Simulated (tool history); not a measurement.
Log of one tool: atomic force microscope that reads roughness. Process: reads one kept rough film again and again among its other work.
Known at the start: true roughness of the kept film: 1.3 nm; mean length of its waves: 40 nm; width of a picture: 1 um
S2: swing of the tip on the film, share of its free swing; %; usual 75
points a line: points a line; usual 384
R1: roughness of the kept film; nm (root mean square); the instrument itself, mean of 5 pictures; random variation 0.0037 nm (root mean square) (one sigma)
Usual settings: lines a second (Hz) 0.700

Run 1, day 0.000: usual settings. Result: R1 1.212 nm (root mean square).
Run 2, day 0.567: usual settings but lines a second (Hz) 0.576. Result: R1 1.209 nm (root mean square).
Run 3, day 1.521: usual settings. Result: R1 1.195 nm (root mean square).
Run 4, day 2.271: usual settings. Result: R1 1.198 nm (root mean square).
Run 5, day 2.871: usual settings. Result: R1 1.244 nm (root mean square).
Run 6, day 3.771: usual settings but points a line 981. Result: R1 1.246 nm (root mean square).
Run 7, day 4.854: usual settings but points a line 981. Result: R1 1.236 nm (root mean square).
Run 8, day 5.504: usual settings but S2 66 %. Result: R1 1.234 nm (root mean square).
Run 9, day 6.412: usual settings but points a line 388. Result: R1 1.220 nm (root mean square).
Run 10, day 7.021: usual settings but points a line 388. Result: R1 1.215 nm (root mean square).
Run 11, day 7.679: usual settings but points a line 388. Result: R1 1.217 nm (root mean square).
Run 12, day 8.696: usual settings but points a line 388. Result: R1 1.204 nm (root mean square).
Run 13, day 9.700: usual settings but points a line 388. Result: R1 1.199 nm (root mean square).
Run 14, day 10.817: usual settings but points a line 400. Result: R1 1.244 nm (root mean square).
Run 15, day 11.542: usual settings but points a line 400. Result: R1 1.240 nm (root mean square).
Run 16, day 12.646: usual settings but points a line 400. Result: R1 1.233 nm (root mean square).
Run 17, day 13.242: usual settings but points a line 400. Result: R1 1.229 nm (root mean square).
Run 18, day 14.308: usual settings. Result: R1 1.214 nm (root mean square).
Run 19, day 14.854: usual settings but points a line 1014. Result: R1 1.217 nm (root mean square).
Run 20, day 15.633: usual settings but S2 76 %. Result: R1 1.206 nm (root mean square).
Run 21, day 16.392: usual settings but S2 76 %. Result: R1 1.202 nm (root mean square).
Run 22, day 17.479: usual settings but S2 76 %. Result: R1 1.198 nm (root mean square).
Run 23, day 18.171: usual settings but S2 76 %. Result: R1 1.197 nm (root mean square).
Run 24, day 18.975: usual settings but lines a second (Hz) 1.828. Result: R1 1.208 nm (root mean square).
Run 25, day 19.433: usual settings but lines a second (Hz) 1.828. Result: R1 1.203 nm (root mean square).
Run 26, day 20.162: usual settings but lines a second (Hz) 1.828. Result: R1 1.199 nm (root mean square).
Run 27, day 21.200: usual settings but lines a second (Hz) 0.908, points a line 309. Result: R1 1.215 nm (root mean square).
Run 28, day 21.762: usual settings but lines a second (Hz) 3.065, points a line 868. Result: R1 1.163 nm (root mean square).
Run 29, day 22.800: usual settings but lines a second (Hz) 3.065, points a line 868. Result: R1 1.156 nm (root mean square).
Run 30, day 23.329: usual settings but lines a second (Hz) 3.835, S2 79 %, points a line 868. Result: R1 1.115 nm (root mean square).
Run 31, day 24.217: usual settings but S2 61 %. Result: R1 1.217 nm (root mean square).
Run 32, day 25.233: usual settings but lines a second (Hz) 0.568, S2 61 %, points a line 729. Result: R1 1.212 nm (root mean square).
Run 33, day 25.933: usual settings but lines a second (Hz) 3.001, S2 70 %, points a line 392. Result: R1 1.154 nm (root mean square).
Run 34, day 26.438: usual settings but lines a second (Hz) 1.002, S2 79 %, points a line 282. Result: R1 1.221 nm (root mean square).
Run 35, day 26.954: usual settings but lines a second (Hz) 1.002, S2 79 %, points a line 282. Result: R1 1.222 nm (root mean square).
Run 36, day 27.979: usual settings but lines a second (Hz) 1.002, S2 79 %, points a line 282. Result: R1 1.215 nm (root mean square).
Run 37, day 28.871: usual settings but S2 80 %, points a line 395. Result: R1 1.220 nm (root mean square).
Run 38, day 29.333: usual settings but lines a second (Hz) 1.244, S2 77 %, points a line 404. Result: R1 1.210 nm (root mean square).
Run 39, day 30.054: usual settings but lines a second (Hz) 0.940, S2 62 %, points a line 447. Result: R1 1.223 nm (root mean square).
Run 40, day 30.638: usual settings but lines a second (Hz) 0.940, S2 62 %, points a line 447. Result: R1 1.219 nm (root mean square).
Run 41, day 31.433: usual settings but lines a second (Hz) 1.981, S2 58 %, points a line 287. Result: R1 1.196 nm (root mean square).
Run 42, day 31.888: usual settings but lines a second (Hz) 3.181. Result: R1 1.137 nm (root mean square).
Run 43, day 32.379: usual settings but lines a second (Hz) 0.581, S2 69 %, points a line 367. Result: R1 1.203 nm (root mean square).
Run 44, day 33.321: usual settings but lines a second (Hz) 1.716, S2 66 %, points a line 829. Result: R1 1.190 nm (root mean square).
Run 45, day 33.933: usual settings but lines a second (Hz) 2.958, S2 74 %, points a line 368. Result: R1 1.187 nm (root mean square).
Run 46, day 34.492: usual settings but S2 76 %, points a line 501. Result: R1 1.233 nm (root mean square).
Run 47, day 35.554: usual settings but lines a second (Hz) 1.920, S2 63 %. Result: R1 1.219 nm (root mean square).
Run 48, day 36.362: usual settings but lines a second (Hz) 2.410, points a line 465. Result: R1 1.179 nm (root mean square).
Run 49, day 37.100: usual settings but lines a second (Hz) 2.410, points a line 465. Result: R1 1.179 nm (root mean square).
Run 50, day 37.767: usual settings but S2 62 %, points a line 779. Result: R1 1.230 nm (root mean square).

Not shown: 5 entries that the log had between the listed runs. Between which runs, and how does the tool's hidden state differ before and after?
Between runs 4 and 5: new tip fitted (day 2.696)
  radius of the tip, nm: 19.4 -> 5.7
  measured less the result without the state, R1: -0.058 -> -0.007 nm (root mean square)
Between runs 13 and 14: new tip fitted (day 10.458)
  radius of the tip, nm: 18.3 -> 5.9; height scale over the true one, %: -0.36 -> -0.37
  measured less the result without the state, R1: -0.055 -> -0.008 nm (root mean square)
Between runs 23 and 24: new tip fitted (day 18.279)
  radius of the tip, nm: 19.4 -> 7.2
  measured less the result without the state, R1: -0.060 -> -0.014 nm (root mean square)
Between runs 33 and 34: new tip fitted (day 26.058)
  radius of the tip, nm: 20 -> 6
  measured less the result without the state, R1: -0.060 -> -0.010 nm (root mean square)
Between runs 44 and 45: new tip fitted (day 33.796)
  radius of the tip, nm: 19 -> 5.7; height scale over the true one, %: -0.58 -> -0.59
  measured less the result without the state, R1: -0.059 -> -0.010 nm (root mean square)

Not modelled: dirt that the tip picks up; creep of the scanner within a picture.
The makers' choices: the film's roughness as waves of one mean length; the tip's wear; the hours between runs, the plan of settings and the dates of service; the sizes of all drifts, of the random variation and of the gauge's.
